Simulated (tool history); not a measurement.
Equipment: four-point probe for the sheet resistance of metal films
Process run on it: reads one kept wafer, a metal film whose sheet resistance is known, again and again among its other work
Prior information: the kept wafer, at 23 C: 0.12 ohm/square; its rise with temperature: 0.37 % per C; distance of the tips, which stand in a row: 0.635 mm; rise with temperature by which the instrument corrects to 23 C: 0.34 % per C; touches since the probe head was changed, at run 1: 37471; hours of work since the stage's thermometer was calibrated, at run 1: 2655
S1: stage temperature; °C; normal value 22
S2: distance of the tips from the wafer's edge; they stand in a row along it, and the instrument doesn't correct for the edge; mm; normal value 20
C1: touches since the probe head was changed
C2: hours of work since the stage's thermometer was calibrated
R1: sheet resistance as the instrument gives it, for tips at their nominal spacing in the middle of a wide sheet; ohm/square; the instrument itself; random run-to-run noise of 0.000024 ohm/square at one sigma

run 1 hour=0 | S1=22 S2=20 | C1=37471 C2=2655 | R1=0.12059
run 2 hour=56.1 | S1=33 S2=20 | C1=38442 C2=2682 | R1=0.121103
run 3 hour=93.4 | S1=33 S2=20 | C1=39087 C2=2701 | R1=0.121066
run 4 hour=145.1 | S1=33 S2=20 | C1=39982 C2=2726 | R1=0.121084
run 5 hour=219.5 | S1=22 S2=5 | C1=41269 C2=2763 | R1=0.121589
run 6 hour=288.6 | S1=22 S2=5 | C1=42466 C2=2797 | R1=0.121684
run 7 hour=327.9 | S1=27 S2=20 | C1=43146 C2=2816 | R1=0.120857
run 8 hour=397.9 | S1=18 S2=20 | C1=44357 C2=2851 | R1=0.120489
run 9 hour=438.4 | S1=33 S2=20 | C1=45057 C2=2871 | R1=0.121167
run 10 hour=500.4 | S1=32 S2=35 | C1=46130 C2=2901 | R1=0.121066
run 11 hour=546.3 | S1=23 S2=19 | C1=46925 C2=2924 | R1=0.120694
-- hour=567.6 stage's thermometer calibrated
run 12 hour=594.2 | S1=26 S2=17 | C1=47744 C2=13 | R1=0.120478
run 13 hour=668.4 | S1=26 S2=17 | C1=49028 C2=50 | R1=0.120519
run 14 hour=730.7 | S1=20 S2=27 | C1=50106 C2=80 | R1=0.120172
run 15 hour=814.4 | S1=20 S2=27 | C1=51554 C2=122 | R1=0.120233
run 16 hour=852.8 | S1=23 S2=35 | C1=52219 C2=140 | R1=0.120337

Table of differences, measured result less the result of that run with no hidden state. Run-to-run variation is the same in both. Gauge scatter possibly is not:
Hidden conditions of the tool in this case: inner tips' distance over the nominal, %; tips' flats over new ones', %; wafer's true temperature over the reading, C; drift of the gauge itself on sheet_ohm, %.
run=1 R1=+0.000578
run=2 R1=+0.000577
run=3 R1=+0.000584
run=4 R1=+0.000593
run=5 R1=+0.000625
run=6 R1=+0.000639
run=7 R1=+0.000634
run=8 R1=+0.000659
run=9 R1=+0.000648
run=10 R1=+0.000659
run=11 R1=+0.000679
run=12 R1=+0.000259
run=13 R1=+0.000274
run=14 R1=+0.000285
run=15 R1=+0.0003
run=16 R1=+0.000308
